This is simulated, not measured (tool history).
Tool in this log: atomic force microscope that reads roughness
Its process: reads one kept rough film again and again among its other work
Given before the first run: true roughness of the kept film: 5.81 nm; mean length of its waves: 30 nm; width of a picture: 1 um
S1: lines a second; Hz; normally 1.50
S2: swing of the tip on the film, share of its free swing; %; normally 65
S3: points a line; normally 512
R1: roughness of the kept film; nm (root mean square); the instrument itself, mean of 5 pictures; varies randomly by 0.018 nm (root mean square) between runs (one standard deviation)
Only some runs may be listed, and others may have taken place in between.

{"run": 1, "hour": 0.0, "S1": 1.5, "S2": 65, "S3": 512, "R1": 4.543}
{"run": 2, "hour": 17.0, "S1": 1.5, "S2": 65, "S3": 512, "R1": 4.532}
{"run": 3, "hour": 42.2, "S1": 1.5, "S2": 65, "S3": 512, "R1": 4.495}
{"run": 4, "hour": 53.7, "S1": 1.5, "S2": 61, "S3": 512, "R1": 4.478}
{"run": 5, "hour": 66.6, "S1": 1.5, "S2": 67, "S3": 512, "R1": 4.445}
{"run": 6, "hour": 78.3, "S1": 1.5, "S2": 67, "S3": 512, "R1": 4.437}
{"run": 7, "hour": 91.2, "S1": 1.5, "S2": 67, "S3": 512, "R1": 4.472}
{"run": 8, "hour": 104.9, "S1": 1.5, "S2": 67, "S3": 512, "R1": 4.466}
{"run": 9, "hour": 118.4, "S1": 1.5, "S2": 65, "S3": 514, "R1": 4.489}
{"run": 10, "hour": 139.3, "S1": 1.5, "S2": 65, "S3": 514, "R1": 4.473}
{"run": 11, "hour": 153.8, "S1": 1.66, "S2": 69, "S3": 512, "R1": 4.447}
{"hour": 160.3, "done": "new tip fitted"}
{"run": 12, "hour": 179.2, "S1": 1.0, "S2": 57, "S3": 294, "R1": 4.544}
{"run": 13, "hour": 190.5, "S1": 1.0, "S2": 72, "S3": 351, "R1": 4.476}
{"run": 14, "hour": 213.5, "S1": 2.88, "S2": 63, "S3": 351, "R1": 4.384}
{"run": 15, "hour": 226.8, "S1": 2.88, "S2": 63, "S3": 351, "R1": 4.4}
{"run": 16, "hour": 238.4, "S1": 1.34, "S2": 65, "S3": 929, "R1": 4.517}
{"run": 17, "hour": 260.3, "S1": 1.34, "S2": 65, "S3": 1016, "R1": 4.541}
{"run": 18, "hour": 272.5, "S1": 1.5, "S2": 69, "S3": 815, "R1": 4.503}

Predict each of these 3 candidate next runs independently; none follows another, all start after run 18:
{"run": "A", "hour": 285.0, "S1": 1.5, "S2": 82, "S3": 708, "R1": "?"}
{"run": "B", "hour": 285.0, "S1": 1.5, "S2": 66, "S3": 815, "R1": "?"}
{"run": "C", "hour": 285.0, "S1": 1.5, "S2": 69, "S3": 716, "R1": "?"}

run=A R1=4.342
run=B R1=4.490
run=C R1=4.454
Had the tool no hidden state, the same runs would have come out as:
run=A R1=4.351
run=B R1=4.500
run=C R1=4.464

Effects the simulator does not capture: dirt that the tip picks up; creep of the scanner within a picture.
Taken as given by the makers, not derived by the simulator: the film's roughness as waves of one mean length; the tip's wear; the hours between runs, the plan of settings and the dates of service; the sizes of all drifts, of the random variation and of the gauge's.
